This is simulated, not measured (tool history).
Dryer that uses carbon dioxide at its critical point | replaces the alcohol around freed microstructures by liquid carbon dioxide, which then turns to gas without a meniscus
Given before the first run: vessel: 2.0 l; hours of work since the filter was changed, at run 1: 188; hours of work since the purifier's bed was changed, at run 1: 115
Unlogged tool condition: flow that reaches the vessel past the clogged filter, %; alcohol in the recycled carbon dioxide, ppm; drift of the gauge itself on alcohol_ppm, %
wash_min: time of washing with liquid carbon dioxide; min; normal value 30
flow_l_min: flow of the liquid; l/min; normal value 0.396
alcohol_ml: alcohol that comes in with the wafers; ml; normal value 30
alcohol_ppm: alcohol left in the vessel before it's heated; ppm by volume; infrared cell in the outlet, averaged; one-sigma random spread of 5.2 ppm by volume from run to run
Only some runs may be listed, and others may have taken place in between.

run	day	wash_min	flow_l_min	alcohol_ml	hours of work since the filter was changed	hours of work since the purifier's bed was changed	alcohol_ppm
1	0.000	30	0.396	30	188	115	128
2	0.371	30	0.396	30	195	122	125
3	0.879	30	0.396	30	205	132	139
4	1.233	20	0.396	30	211	138	632
5	1.742	20	0.396	30	221	148	656
6	2.129	30	0.396	30	228	155	140
7	2.488	30	0.396	30	234	161	144
8	2.938	30	0.485	30	243	170	57
9	3.250	30	0.485	30	249	176	52
10	3.475	30	0.396	51	253	180	238
11	3.721	30	0.396	51	257	184	242
12	3.933	30	0.396	51	261	188	251
13	4.229	30	0.396	51	267	194	246
14	4.596	30	0.396	82	274	201	376
15	5.083	30	0.396	82	283	210	398
16	5.512	30	0.396	82	291	218	414
17	5.950	30	0.396	82	299	226	429
18	6.400	30	0.396	82	307	234	429
19	6.904	30	0.396	25	316	243	133
20	7.200	30	0.396	25	322	249	138
21	7.467	30	0.396	25	327	254	144
22	7.921	22	0.322	40	335	262	1291
23	8.212	22	0.322	40	341	268	1294
24	8.671	22	0.322	40	349	276	1330
25	8.962	30	0.396	43	354	281	234
26	9.283	30	0.396	43	360	287	236
27	9.771	23	0.512	30	369	296	189
28	10.046	27	0.465	120	374	302	520
29	10.358	27	0.465	120	380	307	538
30	10.567	24	0.604	25	384	311	74
31	10.879	30	0.277	33	390	317	714
32	11.242	37	0.329	33	397	324	182
33	11.658	33	0.409	65	404	331	226
34	11.925	33	0.409	65	409	336	220
35	12.392	18	0.396	99	418	345	3531
36	12.717	30	0.245	77	424	351	2462
37	13.079	45	0.396	47	431	358	54
38	13.338	36	0.301	27	436	363	254
39	13.650	34	0.301	32	441	368	374
40	14.138	26	0.322	42	450	377	962
41	14.483	22	0.264	96	457	384	5598

Each run again, without the hidden state but with its own random variation kept:
run	alcohol_ppm
1	90
2	86
3	97
4	492
5	506
6	93
7	94
8	32
9	27
10	150
11	152
12	158
13	152
14	229
15	241
16	253
17	255
18	251
19	73
20	77
21	80
22	909
23	907
24	922
25	120
26	120
27	99
28	260
29	268
30	33
31	438
32	89
33	103
34	94
35	2298
36	1559
37	20
38	126
39	190
40	557
41	3809
